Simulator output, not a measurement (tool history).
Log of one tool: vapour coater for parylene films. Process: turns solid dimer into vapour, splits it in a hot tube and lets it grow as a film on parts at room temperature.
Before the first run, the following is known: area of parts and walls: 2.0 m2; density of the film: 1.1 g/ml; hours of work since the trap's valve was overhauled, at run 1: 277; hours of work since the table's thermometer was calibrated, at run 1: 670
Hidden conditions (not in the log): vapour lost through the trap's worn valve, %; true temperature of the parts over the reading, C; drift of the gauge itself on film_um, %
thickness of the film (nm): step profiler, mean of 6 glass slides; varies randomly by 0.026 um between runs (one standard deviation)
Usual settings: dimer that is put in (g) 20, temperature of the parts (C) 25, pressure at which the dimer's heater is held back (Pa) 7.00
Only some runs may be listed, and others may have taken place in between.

run	hour	dimer that is put in (g)	temperature of the parts (C)	pressure at which the dimer's heater is held back (Pa)	hours of work since the trap's valve was overhauled	hours of work since the table's thermometer was calibrated	thickness of the film (nm)
1	0.0	20	25	7.00	277	670	5920
2	33.3	20	25	7.00	296	689	5980
3	76.9	20	25	7.00	321	714	5900
# hour 89.2: trap's valve overhauled
4	116.6	20	25	7.00	16	734	6260
5	136.6	20	25	6.13	27	746	6270
6	183.3	20	22	7.00	53	772	6780
7	224.1	20	25	2.76	77	795	6870
8	267.3	20	25	7.00	101	820	6150
9	314.4	20	30	7.00	128	846	5270
10	336.8	20	30	7.00	140	859	5270
11	361.7	20	25	2.50	155	873	6890
12	391.8	20	25	2.86	172	890	6810
13	437.5	20	25	2.86	197	916	6760
14	466.8	20	25	2.86	214	933	6730
15	487.2	29	25	11.83	226	944	8250
16	513.3	20	25	7.00	240	959	6080
# hour 551.2: table's thermometer calibrated
17	561.0	20	31	2.26	267	6	5560
18	606.1	20	31	2.26	292	31	5520
19	627.7	24	21	2.26	305	43	9030
20	663.6	26	30	8.59	325	64	6310
# hour 669.9: trap's valve overhauled
21	711.1	24	26	8.59	23	88	7010
22	750.4	9	24	7.00	46	111	2840
23	771.0	9	24	7.00	57	122	2860
24	793.4	9	24	7.00	70	135	2840
25	818.4	29	24	7.00	84	149	9180
26	864.3	29	24	9.65	110	175	8780
27	903.6	20	22	7.61	133	198	6510
28	926.6	27	19	11.27	146	211	9260

Forecast each of these 3 alternatives for the next run:
A	954.8	27	19	10.30	162	227	?
B	954.8	27	19	2.84	162	227	?
C	954.8	25	22	2.06	162	227	?

run	thickness of the film (nm)
A	9350
B	10830
C	9510
Stripped of hidden state, with their random variation kept, the same runs would have yielded:
run	thickness of the film (nm)
A	9590
B	11110
C	9750

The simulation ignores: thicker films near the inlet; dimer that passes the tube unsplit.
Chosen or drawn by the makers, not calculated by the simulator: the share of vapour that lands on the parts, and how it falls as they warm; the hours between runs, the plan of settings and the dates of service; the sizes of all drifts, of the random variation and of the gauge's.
